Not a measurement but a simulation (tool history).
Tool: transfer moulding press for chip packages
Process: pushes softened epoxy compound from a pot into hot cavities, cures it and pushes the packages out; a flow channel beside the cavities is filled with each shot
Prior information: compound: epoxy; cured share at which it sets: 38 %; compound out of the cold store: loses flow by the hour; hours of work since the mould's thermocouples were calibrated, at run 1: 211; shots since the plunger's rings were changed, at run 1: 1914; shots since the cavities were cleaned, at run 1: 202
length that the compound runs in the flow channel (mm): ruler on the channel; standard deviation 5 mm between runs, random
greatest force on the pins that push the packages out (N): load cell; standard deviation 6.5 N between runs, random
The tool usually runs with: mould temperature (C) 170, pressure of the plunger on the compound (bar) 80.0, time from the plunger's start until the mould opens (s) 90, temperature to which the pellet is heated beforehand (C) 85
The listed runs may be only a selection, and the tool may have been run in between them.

run,hour,mould temperature (C),pressure of the plunger on the compound (bar),time from the plunger's start until the mould opens (s),temperature to which the pellet is heated beforehand (C),hours of work since the mould's thermocouples were calibrated,shots since the plunger's rings were changed,shots since the cavities were cleaned,incoming compound's hours out of the cold store,length that the compound runs in the flow channel (mm),greatest force on the pins that push the packages out (N)
1,0.0,170,80.0,90,85,211,1914,202,36.2,495,308
2,19.3,170,80.0,90,85,223,2156,444,15.9,533,395
# hour 41.4: cavities cleaned with cleaning compound and waxed
3,41.5,170,80.0,90,85,237,2415,2,46.2,462,252
4,63.7,170,80.0,90,85,251,2693,280,10.9,541,355
5,81.0,170,80.0,90,85,263,2909,496,24.5,505,383
6,94.7,170,80.0,90,85,272,3081,668,16.5,520,426
# hour 97.5: cavities cleaned with cleaning compound and waxed
7,117.7,170,80.0,90,85,286,3351,253,21.1,512,356
8,132.9,170,80.0,90,85,296,3541,443,10.6,529,402
9,144.9,170,80.0,90,85,303,3691,593,45.3,441,382
# hour 154.6: cavities cleaned with cleaning compound and waxed
10,157.1,170,80.0,90,85,310,3826,32,20.7,508,293
11,170.2,170,80.0,90,85,319,3990,196,26.4,491,337
12,183.1,170,80.0,90,85,327,4151,357,35.2,462,342
13,206.6,170,80.0,90,80,343,4446,652,40.1,450,399
# hour 211.6: cavities cleaned with cleaning compound and waxed
14,229.2,170,80.0,90,85,356,4710,220,31.6,472,337
15,243.8,170,66.4,76,85,366,4893,403,14.8,460,578
# hour 268.7: cavities cleaned with cleaning compound and waxed
16,269.8,168,60.3,87,80,382,5200,13,21.2,423,354
17,283.1,168,60.3,87,80,391,5367,180,22.2,421,419
18,301.0,168,60.3,87,80,402,5591,404,37.9,383,451
# hour 325.7: cavities cleaned with cleaning compound and waxed
19,325.9,167,64.4,121,91,418,5885,3,38.2,398,208
# hour 333.1: plunger's sealing rings changed
20,347.9,167,81.2,121,84,430,186,247,23.7,542,260
21,363.6,170,66.0,111,93,441,383,444,47.8,428,276
22,378.5,165,88.0,90,87,450,569,630,23.4,561,561
# hour 384.7: cavities cleaned with cleaning compound and waxed
23,398.5,165,88.0,90,87,462,801,173,34.4,534,434
24,416.4,169,92.6,84,89,474,1025,397,43.9,519,420
25,431.6,169,76.5,84,78,484,1216,588,37.6,482,510
# hour 442.4: cavities cleaned with cleaning compound and waxed
26,453.0,173,80.0,101,89,497,1466,133,22.8,522,238
27,465.4,176,80.0,90,88,505,1621,288,12.7,535,280
# hour 485.8: mould's thermocouples calibrated
28,489.0,176,80.0,90,83,2,1891,558,37.0,474,304

Across each entry between runs, compare the hidden state at the last listed run before it with the hidden state at the first listed run after it:
Run 2 -> run 3: cavities cleaned with cleaning compound and waxed (hour 41.4)
  true mould temperature over the reading, C: -0.49 -> -0.51; pressure that reaches the compound, % of what is set: 92.01 -> 90.93; grip of the stained cavities, % over clean ones': 36.9 -> 4.1
  measured minus no-state result, length that the compound runs in the flow channel (mm): -22 -> -21; greatest force on the pins that push the packages out (N): +115 -> +16
Run 6 -> run 7: cavities cleaned with cleaning compound and waxed (hour 97.5)
  true mould temperature over the reading, C: -0.57 -> -0.59; pressure that reaches the compound, % of what is set: 88.51 -> 87.58; grip of the stained cavities, % over clean ones': 52.1 -> 25.5
  measured minus no-state result, length that the compound runs in the flow channel (mm): -32 -> -34; greatest force on the pins that push the packages out (N): +153 -> +82
Run 9 -> run 10: cavities cleaned with cleaning compound and waxed (hour 154.6)
  true mould temperature over the reading, C: -0.61 -> -0.62; pressure that reaches the compound, % of what is set: 86.32 -> 85.81; grip of the stained cavities, % over clean ones': 46.9 -> 5.9
  measured minus no-state result, length that the compound runs in the flow channel (mm): -33 -> -39; greatest force on the pins that push the packages out (N): +131 -> +26
Run 13 -> run 14: cavities cleaned with cleaning compound and waxed (hour 211.6)
  true mould temperature over the reading, C: -0.67 -> -0.69; pressure that reaches the compound, % of what is set: 83.45 -> 82.5; grip of the stained cavities, % over clean ones': 51.2 -> 26
  measured minus no-state result, length that the compound runs in the flow channel (mm): -42 -> -47; greatest force on the pins that push the packages out (N): +142 -> +79
Run 15 -> run 16: cavities cleaned with cleaning compound and waxed (hour 268.7)
  true mould temperature over the reading, C: -0.71 -> -0.73; pressure that reaches the compound, % of what is set: 81.82 -> 80.78; grip of the stained cavities, % over clean ones': 39.1 -> 4.7
  measured minus no-state result, length that the compound runs in the flow channel (mm): -48 -> -47; greatest force on the pins that push the packages out (N): +182 -> +33
Run 18 -> run 19: cavities cleaned with cleaning compound and waxed (hour 325.7)
  true mould temperature over the reading, C: -0.76 -> -0.79; pressure that reaches the compound, % of what is set: 79.34 -> 78.29; grip of the stained cavities, % over clean ones': 37.4 -> 1.5
  measured minus no-state result, length that the compound runs in the flow channel (mm): -47 -> -51; greatest force on the pins that push the packages out (N): +138 -> +7
Run 19 -> run 20: plunger's sealing rings changed (hour 333.1)
  true mould temperature over the reading, C: -0.79 -> -0.81; pressure that reaches the compound, % of what is set: 78.29 -> 98.57; grip of the stained cavities, % over clean ones': 1.5 -> 24.7
  measured minus no-state result, length that the compound runs in the flow channel (mm): -51 -> -3; greatest force on the pins that push the packages out (N): +7 -> +55
Run 22 -> run 23: cavities cleaned with cleaning compound and waxed (hour 384.7)
  true mould temperature over the reading, C: -0.84 -> -0.86; pressure that reaches the compound, % of what is set: 97.13 -> 96.31; grip of the stained cavities, % over clean ones': 49.1 -> 19.5
  measured minus no-state result, length that the compound runs in the flow channel (mm): -7 -> -9; greatest force on the pins that push the packages out (N): +203 -> +90
Run 25 -> run 26: cavities cleaned with cleaning compound and waxed (hour 442.4)
  true mould temperature over the reading, C: -0.89 -> -0.91; pressure that reaches the compound, % of what is set: 94.76 -> 93.85; grip of the stained cavities, % over clean ones': 48.2 -> 17.8
  measured minus no-state result, length that the compound runs in the flow channel (mm): -13 -> -16; greatest force on the pins that push the packages out (N): +184 -> +40
Run 27 -> run 28: mould's thermocouples calibrated (hour 485.8)
  true mould temperature over the reading, C: -0.92 -> 0.09; pressure that reaches the compound, % of what is set: 93.33 -> 92.33; grip of the stained cavities, % over clean ones': 30.3 -> 46.5
  measured minus no-state result, length that the compound runs in the flow channel (mm): -18 -> -20; greatest force on the pins that push the packages out (N): +73 -> +96
